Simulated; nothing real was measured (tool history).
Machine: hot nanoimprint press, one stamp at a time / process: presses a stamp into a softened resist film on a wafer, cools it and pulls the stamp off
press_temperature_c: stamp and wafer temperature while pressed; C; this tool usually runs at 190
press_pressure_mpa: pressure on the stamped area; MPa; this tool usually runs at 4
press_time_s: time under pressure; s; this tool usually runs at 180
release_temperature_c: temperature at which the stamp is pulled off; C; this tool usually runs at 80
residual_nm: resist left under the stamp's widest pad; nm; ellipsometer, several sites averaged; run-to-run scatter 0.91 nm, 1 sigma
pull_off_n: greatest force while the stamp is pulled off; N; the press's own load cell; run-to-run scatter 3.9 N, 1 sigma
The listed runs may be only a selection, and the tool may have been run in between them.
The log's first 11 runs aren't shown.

run 12 hour=293.7 | press_temperature_c=190 press_pressure_mpa=3.89 press_time_s=180 release_temperature_c=80 | residual_nm=407.8 pull_off_n=240
-- hour=315.7 stamp cleaned and given a new release coat
run 13 hour=331.5 | press_temperature_c=190 press_pressure_mpa=3.89 press_time_s=180 release_temperature_c=80 | residual_nm=407.3 pull_off_n=204
run 14 hour=353.3 | press_temperature_c=190 press_pressure_mpa=3.89 press_time_s=180 release_temperature_c=80 | residual_nm=407.5 pull_off_n=201
run 15 hour=375.3 | press_temperature_c=190 press_pressure_mpa=3.89 press_time_s=151 release_temperature_c=80 | residual_nm=427.1 pull_off_n=208
run 16 hour=411.6 | press_temperature_c=190 press_pressure_mpa=3.89 press_time_s=284 release_temperature_c=73 | residual_nm=354.8 pull_off_n=234
run 17 hour=445.8 | press_temperature_c=197 press_pressure_mpa=5.61 press_time_s=174 release_temperature_c=73 | residual_nm=293.7 pull_off_n=245
run 18 hour=466.9 | press_temperature_c=197 press_pressure_mpa=5.61 press_time_s=174 release_temperature_c=84 | residual_nm=295.4 pull_off_n=208
run 19 hour=485.2 | press_temperature_c=202 press_pressure_mpa=5.75 press_time_s=222 release_temperature_c=68 | residual_nm=240.7 pull_off_n=271
run 20 hour=504.8 | press_temperature_c=185 press_pressure_mpa=4 press_time_s=180 release_temperature_c=83 | residual_nm=437.4 pull_off_n=224
run 21 hour=522.9 | press_temperature_c=185 press_pressure_mpa=3.66 press_time_s=180 release_temperature_c=75 | residual_nm=456.6 pull_off_n=251
-- hour=538.6 stamp cleaned and given a new release coat
run 22 hour=562.8 | press_temperature_c=185 press_pressure_mpa=3.66 press_time_s=180 release_temperature_c=75 | residual_nm=454.3 pull_off_n=215
run 23 hour=591.2 | press_temperature_c=196 press_pressure_mpa=5.09 press_time_s=180 release_temperature_c=78 | residual_nm=313.2 pull_off_n=213
run 24 hour=612.7 | press_temperature_c=196 press_pressure_mpa=5.09 press_time_s=180 release_temperature_c=78 | residual_nm=311.6 pull_off_n=224
run 25 hour=638.2 | press_temperature_c=196 press_pressure_mpa=5.09 press_time_s=180 release_temperature_c=78 | residual_nm=312.1 pull_off_n=227
-- hour=666.1 plate thermocouple calibrated
run 26 hour=674.2 | press_temperature_c=181 press_pressure_mpa=2.92 press_time_s=253 release_temperature_c=78 | residual_nm=509.1 pull_off_n=239
run 27 hour=696.1 | press_temperature_c=181 press_pressure_mpa=2.92 press_time_s=253 release_temperature_c=78 | residual_nm=509.2 pull_off_n=236
run 28 hour=718.3 | press_temperature_c=190 press_pressure_mpa=2.79 press_time_s=213 release_temperature_c=86 | residual_nm=461.3 pull_off_n=211
run 29 hour=752.6 | press_temperature_c=183 press_pressure_mpa=3.46 press_time_s=92 release_temperature_c=78 | residual_nm=564 pull_off_n=254
-- hour=764.1 stamp cleaned and given a new release coat
run 30 hour=784.3 | press_temperature_c=184 press_pressure_mpa=5.69 press_time_s=106 release_temperature_c=77 | residual_nm=449.7 pull_off_n=206

4 ways to go on from here, each from the tool as it stands after run 30. What would each give?
run A hour=799.7 | press_temperature_c=193 press_pressure_mpa=5.69 press_time_s=106 release_temperature_c=77 | residual_nm=? pull_off_n=?
run B hour=799.7 | press_temperature_c=184 press_pressure_mpa=4.05 press_time_s=106 release_temperature_c=77 | residual_nm=? pull_off_n=?
run C hour=799.7 | press_temperature_c=184 press_pressure_mpa=2.93 press_time_s=106 release_temperature_c=85 | residual_nm=? pull_off_n=?
run D hour=799.7 | press_temperature_c=186 press_pressure_mpa=5.69 press_time_s=106 release_temperature_c=71 | residual_nm=? pull_off_n=?

run=A residual_nm=379.5 pull_off_n=212
run=B residual_nm=515.5 pull_off_n=220
run=C residual_nm=571.4 pull_off_n=192
run=D residual_nm=436 pull_off_n=238
What these runs would have given with no unlogged condition in the tool:
run=A residual_nm=370.9 pull_off_n=206
run=B residual_nm=509.9 pull_off_n=214
run=C residual_nm=568.2 pull_off_n=186
run=D residual_nm=427.1 pull_off_n=231
